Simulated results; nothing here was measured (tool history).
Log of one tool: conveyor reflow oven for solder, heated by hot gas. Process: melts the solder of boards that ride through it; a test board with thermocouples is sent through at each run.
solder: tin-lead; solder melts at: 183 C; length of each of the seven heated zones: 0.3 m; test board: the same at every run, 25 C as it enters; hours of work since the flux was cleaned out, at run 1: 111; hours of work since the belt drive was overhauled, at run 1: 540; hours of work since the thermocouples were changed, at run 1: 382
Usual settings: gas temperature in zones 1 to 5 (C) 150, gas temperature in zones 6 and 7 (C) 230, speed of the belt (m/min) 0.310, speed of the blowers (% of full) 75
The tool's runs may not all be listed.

run   hour  gas temperature in zones 1 to 5 (C)  gas temperature in zones 6 and 7 (C)  speed of the belt (m/min)  speed of the blowers (% of full)  hours of work since the flux was cleaned out  hours of work since the belt drive was overhauled  hours of work since the thermocouples were changed  highest temperature of the board (C)  time above the solder's melting point (s)
  1    0.0                                  150                                   230                      0.310                                75                                           111                                                540                                                 382                                 217.3                                       95.6
  2   48.7                                  150                                   230                      0.324                                75                                           142                                                571                                                 413                                 216.0                                       90.1
      86.1  -- flux residue cleaned out of gas plates and filters
  3   90.0                                  150                                   242                      0.324                                75                                             2                                                594                                                 437                                 226.1                                       99.5
  4  125.0                                  150                                   242                      0.324                                75                                            25                                                617                                                 460                                 226.0                                       99.1
  5  159.3                                  150                                   242                      0.324                                75                                            47                                                639                                                 482                                 226.1                                       99.3
  6  190.1                                  150                                   242                      0.324                                75                                            67                                                659                                                 502                                 225.4                                       99.2
  7  222.6                                  150                                   230                      0.310                                75                                            88                                                680                                                 523                                 215.9                                       95.0
  8  269.6                                  150                                   230                      0.310                                75                                           118                                                710                                                 553                                 216.1                                       94.7
  9  319.4                                  150                                   230                      0.310                                75                                           151                                                743                                                 585                                 216.2                                       94.3
     336.5  -- thermocouples of zones 6 and 7 changed
     345.8  -- flux residue cleaned out of gas plates and filters
 10  371.8                                  150                                   230                      0.310                                75                                            17                                                772                                                  20                                 218.5                                       98.3
     394.5  -- flux residue cleaned out of gas plates and filters, once more
 11  408.6                                  150                                   230                      0.310                                75                                             9                                                792                                                  40                                 219.0                                       97.9
 12  449.8                                  150                                   230                      0.310                                75                                            36                                                819                                                  67                                 218.9                                       97.7
 13  486.4                                  161                                   230                      0.310                                63                                            59                                                843                                                  90                                 218.2                                      105.1
 14  533.3                                  150                                   230                      0.328                                75                                            90                                                873                                                 121                                 216.9                                       90.1
 15  580.9                                  165                                   230                      0.278                                75                                           120                                                904                                                 151                                 222.6                                      125.5
 16  632.1                                  165                                   230                      0.278                                75                                           153                                                937                                                 184                                 222.4                                      125.5
     652.4  -- flux residue cleaned out of gas plates and filters
 17  672.8                                  165                                   230                      0.278                                75                                            13                                                960                                                 207                                 222.6                                      125.7
 18  723.7                                  143                                   243                      0.258                                75                                            46                                                992                                                 240                                 233.4                                      128.9
     777.7  -- belt drive overhauled, speed set with a stopwatch
 19  780.9                                  156                                   230                      0.308                                75                                            80                                                  2                                                 275                                 218.9                                      101.5
 20  825.7                                  149                                   240                      0.322                                75                                           109                                                 31                                                 303                                 224.9                                       97.8
 21  863.4                                  149                                   240                      0.322                                75                                           134                                                 55                                                 328                                 224.7                                       97.9
 22  900.0                                  149                                   240                      0.322                                75                                           157                                                 79                                                 351                                 224.8                                       97.7
     912.7  -- flux residue cleaned out of gas plates and filters
 23  942.1                                  147                                   230                      0.262                                75                                            19                                                103                                                 375                                 220.5                                      116.7

5 ways to go on from here, each from the tool as it stands after run 23. What would each give?
  A  984.9                                  147                                   221                      0.267                                51                                            47                                                131                                                 403                                     ?                                          ?
  B  984.9                                  150                                   244                      0.310                                51                                            47                                                131                                                 403                                     ?                                          ?
  C  984.9                                  150                                   242                      0.325                                78                                            47                                                131                                                 403                                     ?                                          ?
  D  984.9                                  160                                   224                      0.262                                64                                            47                                                131                                                 403                                     ?                                          ?
  E  984.9                                  163                                   234                      0.310                                76                                            47                                                131                                                 403                                     ?                                          ?

run  highest temperature of the board (C)  time above the solder's melting point (s)
  A                                 208.5                                       95.6
  B                                 224.8                                      101.3
  C                                 227.0                                       99.4
  D                                 215.2                                      120.4
  E                                 223.0                                      109.8
Without the tool's hidden state the same runs would have given:
run  highest temperature of the board (C)  time above the solder's melting point (s)
  A                                 209.6                                       97.3
  B                                 225.9                                      102.2
  C                                 228.2                                      100.2
  D                                 216.3                                      121.4
  E                                 224.2                                      110.5
